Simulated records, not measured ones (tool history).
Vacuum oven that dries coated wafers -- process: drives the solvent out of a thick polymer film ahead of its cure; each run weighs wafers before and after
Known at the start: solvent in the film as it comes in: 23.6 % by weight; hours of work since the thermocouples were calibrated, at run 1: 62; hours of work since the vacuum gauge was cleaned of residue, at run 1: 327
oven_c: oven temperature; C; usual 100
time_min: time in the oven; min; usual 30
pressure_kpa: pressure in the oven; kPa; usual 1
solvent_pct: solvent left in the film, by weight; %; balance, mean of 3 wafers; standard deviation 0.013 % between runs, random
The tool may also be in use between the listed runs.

run,hour,oven_c,time_min,pressure_kpa,hours of work since the thermocouples were calibrated,hours of work since the vacuum gauge was cleaned of residue,solvent_pct
1,0,100,30,1,62,327,1.98
2,17.4,100,30,1,74,338,2.01
3,27.3,100,30,2.93,80,344,3.14
4,40.9,100,45,1,89,353,1.01
5,61.9,100,45,1,103,367,1.01
6,70.7,100,30,0.8,108,373,1.88
7,83.9,100,30,0.8,117,381,1.86
8,100,100,30,0.8,127,392,1.9
9,109.6,100,30,0.8,134,398,1.87
10,128.1,100,30,0.8,146,410,1.9
11,144.2,100,30,0.8,156,420,1.92
12,159.6,100,30,0.8,166,430,1.88
13,171,100,51,1,173,438,0.82
14,180.9,100,51,1,180,444,0.85
15,195,100,30,0.56,189,453,1.75
16,206.8,100,30,1.3,197,461,2.15
17,228.2,100,30,1.3,211,475,2.21
18,248.7,100,30,1.3,224,488,2.16
19,267,100,30,1,236,500,2
20,278.7,100,30,1.02,243,508,2.04
21,293.3,114,26,1,253,517,0.56
22,312.2,110,30,1.93,265,530,1.06
23,332.1,110,30,1,278,543,0.64
24,348.6,95,33,2.07,289,553,3.59
25,369.4,100,54,2.64,302,567,1.81
26,379.2,103,51,0.77,309,573,0.56
27,388,102,36,1,315,579,1.17
28,400,105,30,2.18,322,587,1.75
29,419,91,38,2.31,335,599,4.42
30,440.5,90,38,2.31,349,613,4.79
31,452.6,87,38,1.03,357,621,4.85
32,473.2,98,40,1,370,634,1.51
33,489.7,98,40,1,381,645,1.49
34,503,92,31,1.78,389,654,4.72
35,522.4,92,52,0.78,402,666,1.71
36,533.3,92,52,0.78,409,673,1.7
37,551.7,101,43,1,421,685,0.96

3 options for the next run, each taken on its own from the tool as it stands now. Forecast them:
A,571.7,100,39,1,434,698,?
B,571.7,100,30,1.23,434,698,?
C,571.7,114,43,1.25,434,698,?

run,solvent_pct
A,1.27
B,2.16
C,0.49
Without the tool's unlogged condition, the same runs would have read:
run,solvent_pct
A,1.26
B,2.15
C,0.48

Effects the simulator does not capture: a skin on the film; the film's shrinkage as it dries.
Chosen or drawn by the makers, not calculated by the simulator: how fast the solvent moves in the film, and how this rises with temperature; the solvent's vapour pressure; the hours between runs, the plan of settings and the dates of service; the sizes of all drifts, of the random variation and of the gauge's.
